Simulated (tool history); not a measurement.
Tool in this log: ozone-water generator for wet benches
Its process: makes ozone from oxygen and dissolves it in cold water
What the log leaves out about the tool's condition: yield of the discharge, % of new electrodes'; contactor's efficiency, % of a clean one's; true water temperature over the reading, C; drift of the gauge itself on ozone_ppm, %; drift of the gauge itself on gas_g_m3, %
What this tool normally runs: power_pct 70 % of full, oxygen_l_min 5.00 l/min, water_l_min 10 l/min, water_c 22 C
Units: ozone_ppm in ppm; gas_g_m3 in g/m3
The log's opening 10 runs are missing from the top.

| run | hour | power_pct | oxygen_l_min | water_l_min | water_c | hours of work since the electrodes were changed | hours of work since the contactor was cleaned | hours of work since the thermometer was calibrated | ozone_ppm | gas_g_m3 |
|---|---|---|---|---|---|---|---|---|---|---|
| 11 | 1444.1 | 70 | 5.00 | 9 | 22 | 3110 | 4411 | 4643 | 29.2 | 228.7 |
|  | 1509.3 | water thermometer calibrated |
| 12 | 1575.8 | 70 | 5.00 | 10 | 17 | 3218 | 4519 | 55 | 30.8 | 229.5 |
| 13 | 1661.7 | 70 | 5.00 | 10 | 17 | 3288 | 4590 | 125 | 30.8 | 229.2 |
| 14 | 1784.6 | 70 | 5.00 | 10 | 17 | 3389 | 4691 | 226 | 30.5 | 228.4 |
| 15 | 1895.1 | 54 | 5.00 | 10 | 22 | 3480 | 4781 | 317 | 23.8 | 195.5 |
|  | 2066.9 | contactor cleaned |
| 16 | 2067.4 | 54 | 5.00 | 10 | 22 | 3618 | 0 | 455 | 22.4 | 195.8 |
| 17 | 2156.4 | 70 | 5.00 | 10 | 22 | 3691 | 73 | 528 | 25.5 | 223.3 |
| 18 | 2300.7 | 69 | 6.32 | 9 | 20 | 3810 | 192 | 647 | 26.2 | 191.5 |
| 19 | 2483.7 | 52 | 5.00 | 16 | 22 | 3960 | 342 | 797 | 15.0 | 189.6 |
| 20 | 2599.6 | 71 | 5.00 | 12 | 22 | 4055 | 437 | 892 | 21.7 | 220.9 |
| 21 | 2793.3 | 52 | 8.98 | 10 | 21 | 4215 | 597 | 1051 | 17.8 | 130.0 |
|  | 2970.5 | contactor cleaned, once more |
| 22 | 3006.8 | 52 | 8.98 | 10 | 21 | 4387 | 30 | 1223 | 20.9 | 129.3 |
| 23 | 3118.5 | 52 | 8.98 | 10 | 21 | 4478 | 122 | 1315 | 20.6 | 129.1 |
| 24 | 3276.8 | 52 | 5.39 | 9 | 16 | 4608 | 252 | 1445 | 28.4 | 174.8 |
| 25 | 3446.7 | 79 | 5.39 | 9 | 15 | 4748 | 391 | 1585 | 36.4 | 215.5 |
| 26 | 3651.4 | 79 | 3.98 | 11 | 15 | 4916 | 559 | 1753 | 32.8 | 260.6 |
| 27 | 3852.1 | 79 | 8.77 | 15 | 20 | 5081 | 724 | 1918 | 20.4 | 156.0 |
| 28 | 4039.8 | 79 | 8.77 | 15 | 20 | 5235 | 878 | 2072 | 20.3 | 156.2 |
| 29 | 4179.5 | 46 | 7.30 | 9 | 15 | 5350 | 993 | 2187 | 24.1 | 132.5 |
| 30 | 4353.1 | 46 | 7.30 | 9 | 15 | 5492 | 1136 | 2329 | 24.0 | 132.9 |
| 31 | 4547.0 | 46 | 7.30 | 9 | 15 | 5652 | 1295 | 2489 | 23.5 | 131.8 |
| 32 | 4680.1 | 46 | 7.30 | 9 | 15 | 5761 | 1404 | 2598 | 23.6 | 130.8 |
| 33 | 4855.3 | 77 | 3.49 | 7 | 16 | 5905 | 1548 | 2742 | 40.9 | 264.6 |
| 34 | 5007.2 | 77 | 7.60 | 10 | 20 | 6030 | 1673 | 2866 | 24.8 | 163.1 |

Each row is a separate what-if for the run after 34, all from the same tool condition, not one after another. Results?
| A | 5108.2 | 70 | 5.00 | 10 | 22 | 6113 | 1756 | 2949 | ? | ? |
| B | 5108.2 | 77 | 6.65 | 8 | 20 | 6113 | 1756 | 2949 | ? | ? |
| C | 5108.2 | 44 | 8.96 | 8 | 20 | 6113 | 1756 | 2949 | ? | ? |

| run | ozone_ppm | gas_g_m3 |
|---|---|---|
| A | 25.5 | 198.5 |
| B | 28.6 | 175.0 |
| C | 19.7 | 111.2 |
Without the tool's unlogged condition, the same runs would have read:
| run | ozone_ppm | gas_g_m3 |
|---|---|---|
| A | 35.7 | 264.1 |
| B | 40.7 | 236.7 |
| C | 25.6 | 137.4 |

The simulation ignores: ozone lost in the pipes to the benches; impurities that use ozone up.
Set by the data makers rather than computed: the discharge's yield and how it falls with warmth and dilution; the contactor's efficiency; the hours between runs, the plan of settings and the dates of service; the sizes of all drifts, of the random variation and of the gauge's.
